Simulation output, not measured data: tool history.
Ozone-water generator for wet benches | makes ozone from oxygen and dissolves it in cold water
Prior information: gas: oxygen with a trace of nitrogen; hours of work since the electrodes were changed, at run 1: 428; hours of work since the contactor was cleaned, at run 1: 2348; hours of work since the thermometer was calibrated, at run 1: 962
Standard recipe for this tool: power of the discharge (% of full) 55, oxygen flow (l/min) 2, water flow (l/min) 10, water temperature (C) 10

run    hour  power of the discharge (% of full)  oxygen flow (l/min)  water flow (l/min)  water temperature (C)  hours of work since the electrodes were changed  hours of work since the contactor was cleaned  hours of work since the thermometer was calibrated  dissolved ozone (ppm)  ozone in the gas ahead of the water (g/m3)
  1       0                                  55                    2                  10                     10                                              428                                           2348                                                 962                   15.3                                       139.7
  2    89.1                                  55                    2                  10                     10                                              487                                           2407                                                1021                   15.3                                       139.6
  3   243.7                                  55                    2                  10                     10                                              588                                           2508                                                1122                   15.2                                       139.8
  4   309.7                                  55                    2                  10                     10                                              632                                           2552                                                1166                   15.1                                         139
  5   398.9                                  53                    2                  10                     10                                              690                                           2610                                                1224                   14.9                                       136.4
  6   524.8                                  53                    2                  10                      5                                              773                                           2693                                                1307                   15.5                                       136.5
  7   666.5                                  53                    2                  10                      5                                              866                                           2786                                                1400                   15.5                                       137.8
  8   751.5                                  53                    2                  10                      5                                              922                                           2842                                                1456                   15.5                                       135.8
  9   885.9                                  53                    2                  10                      5                                             1010                                           2930                                                1544                   15.4                                       136.2
 10   984.2                                  53                 1.57                  10                      5                                             1075                                           2995                                                1609                   14.3                                       154.6
 11  1067.7                                  55                    2                  10                     10                                             1129                                           3049                                                1663                   14.8                                       136.4
 12  1195.4                                  55                    2                  10                     10                                             1213                                           3133                                                1747                   14.9                                       135.9
 13  1298.7                                  55                    2                  10                     10                                             1281                                           3201                                                1815                   14.8                                         138
 14  1442.2                                  55                    2                  10                     10                                             1375                                           3295                                                1909                   14.8                                         137
 15  1510.1                                  55                    2                  10                     10                                             1420                                           3340                                                1954                   14.8                                       136.9
 16  1610.4                                  55                    2                  10                     10                                             1486                                           3406                                                2020                   14.7                                       137.5
 17  1750.5                                  55                    2                  10                     10                                             1578                                           3498                                                2112                   14.6                                       134.1
 18  1843.4                                  55                    2                  10                     10                                             1639                                           3559                                                2173                   14.6                                       136.5
 19  1971.9                                  48                    2                  10                     10                                             1723                                           3643                                                2257                   13.4                                       126.3
 20  2080.5                                  48                    2                  10                     10                                             1794                                           3714                                                2328                   13.4                                       126.3
 21  2159.3                                  55                    2                  15                     17                                             1846                                           3766                                                2380                    9.7                                       134.6
     2172.4  -- contactor cleaned
 22    2310                                  64                 1.05                  10                     12                                             1942                                             90                                                2477                   13.1                                         200
 23  2408.1                                  55                 3.17                  15                      9                                             2007                                            155                                                2541                   11.1                                         106
 24  2514.4                                  79                    2                  10                     17                                             2077                                            225                                                2611                   15.8                                         160
 25  2638.8                                  79                    2                  10                     17                                             2158                                            306                                                2692                   15.8                                       158.9
       2737  -- water thermometer calibrated
 26  2796.5                                  79                    2                   9                     16                                             2261                                            409                                                  39                   17.1                                       159.7
     2865.9  -- contactor cleaned, once more
 27  2902.3                                  93                 2.06                   9                     16                                             2328                                             24                                                 106                   19.6                                       170.1
 28  2987.6                                  99                    2                  11                      7                                             2384                                             80                                                 162                   18.7                                       178.8
 29  3130.3                                  74                    2                  10                     10                                             2478                                            174                                                 256                   16.9                                       152.9
 30  3279.7                                  74                    2                  10                     10                                             2576                                            272                                                 354                     17                                       153.8
 31  3343.9                                  66                 2.76                  15                     10                                             2618                                            314                                                 396                   12.1                                       122.5
 32  3444.6                                  55                    2                  14                     10                                             2684                                            380                                                 462                     11                                       129.9
 33  3584.1                                  48                 1.38                  16                     12                                             2776                                            472                                                 554                    7.8                                       149.2

Each row is a separate what-if for the run after 33, all from the same tool condition, not one after another. Results?
  A  3660.8                                  52                 2.53                  14                     12                                             2826                                            522                                                 604                      ?                                           ?
  B  3660.8                                  52                    2                   8                     10                                             2826                                            522                                                 604                      ?                                           ?
  C  3660.8                                  48                 2.92                  16                     12                                             2826                                            522                                                 604                      ?                                           ?
  D  3660.8                                  71                 1.38                   7                      7                                             2826                                            522                                                 604                      ?                                           ?

run  dissolved ozone (ppm)  ozone in the gas ahead of the water (g/m3)
  A                     11                                       113.9
  B                   16.9                                       127.1
  C                    9.7                                       101.5
  D                   21.4                                       179.4
What these runs would have given with no unlogged condition in the tool:
run  dissolved ozone (ppm)  ozone in the gas ahead of the water (g/m3)
  A                   11.8                                       122.2
  B                   18.3                                       136.3
  C                   10.4                                       108.5
  D                   23.4                                         195

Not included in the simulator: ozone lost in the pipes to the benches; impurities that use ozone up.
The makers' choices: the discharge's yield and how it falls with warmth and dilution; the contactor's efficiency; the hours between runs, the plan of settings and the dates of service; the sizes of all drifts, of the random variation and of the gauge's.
